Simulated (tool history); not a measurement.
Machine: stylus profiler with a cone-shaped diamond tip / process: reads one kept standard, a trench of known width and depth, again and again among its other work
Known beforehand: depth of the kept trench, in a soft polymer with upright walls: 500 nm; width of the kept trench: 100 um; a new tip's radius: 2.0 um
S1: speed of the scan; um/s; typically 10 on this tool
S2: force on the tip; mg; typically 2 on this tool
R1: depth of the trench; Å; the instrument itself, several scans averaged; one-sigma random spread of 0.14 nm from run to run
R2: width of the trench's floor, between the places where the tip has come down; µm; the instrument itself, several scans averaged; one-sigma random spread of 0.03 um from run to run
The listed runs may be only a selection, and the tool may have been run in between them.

run    hour  S1    S2      R1     R2
  1       0  10     2  5036.4  97.17
  2    29.3  10  4.31  5063.2  97.18
  3    48.4  10  4.31  5060.6  97.18
  4    71.9   4  4.31  5062.7  97.15
  5    92.4  21  4.31  5064.4  97.09
  6   117.8  21  4.31  5066.3  97.08
  7   135.3   2     2    5041   97.1
  8   168.3   2     2  5041.1  97.08
  9   205.5   2  3.05    5052  97.07
 10   230.6  10     2  5041.6  96.97
 11   262.2  10     2  5040.5  97.02
 12   296.2   2     2  5045.5  97.01
 13   320.1   2     2  5043.2     97
        323  -- height scale calibrated on a step standard
 14   358.5  10  2.08  5046.3  96.94
 15   386.5  10  2.08  5049.2  96.94
 16   422.9  10  2.08  5048.3   96.9
 17   454.7  10     2  5049.8  96.97
      472.3  -- height scale calibrated on a step standard, once more
 18   480.9  10     2  5035.3  96.94
 19   505.7  10  1.75  5031.4  96.83
 20     539   8     2  5032.6  96.87
 21   560.7   8  0.71  5015.9  96.84
 22   579.8   8  0.71  5018.2  96.82
 23   608.3   8  0.71  5017.6  96.85
 24   645.5   4  1.01  5023.6  96.81
 25   674.2   6  1.24  5026.6  96.82
 26   692.7  28  0.72  5018.5  96.61
 27     730  15  1.09  5023.9  96.67
 28   762.2  15  5.91  5073.4  96.72
 29   793.5  15  0.93  5024.1  96.65
 30   829.1  13  4.92  5067.2  96.71
 31   855.9  10  0.85  5021.4   96.7
 32     877  19  4.93  5067.9  96.67
 33   895.3   5  3.19  5054.6  96.74
 34   920.6   2  3.01    5050   96.7
 35   936.1  22  0.87    5024  96.54
 36   960.8   7  1.61  5032.7  96.69
 37   997.9   7  1.61  5035.2  96.68
 38  1035.6   7  1.61  5037.7  96.62
 39  1057.3  37   1.3  5031.4  96.45
 40  1075.2  14  2.43  5045.1  96.66
 41  1100.7   3  3.38  5058.6  96.67
 42  1125.2  10  0.85  5024.4  96.59
 43  1149.1  19  0.83  5028.3  96.49
 44  1176.9   6  0.83  5023.4  96.54
 45  1197.4  10  5.13  5075.4  96.59
 46  1223.7  19  1.86  5043.1  96.47

Forecast each of these 4 alternatives for the next run:
  A  1245.1   4  2.59   ?   ?
  B  1245.1  11  5.92   ?   ?
  C  1245.1   4  2.85   ?   ?
  D  1245.1   7  5.87   ?   ?

run      R1     R2
  A  5052.4  96.59
  B  5082.8  96.56
  C  5052.8  96.56
  D  5079.4   96.5
Had the tool no hidden state, the same runs would have come out as:
run      R1     R2
  A    5045  97.37
  B  5075.4  97.34
  C  5045.4  97.33
  D    5072  97.28
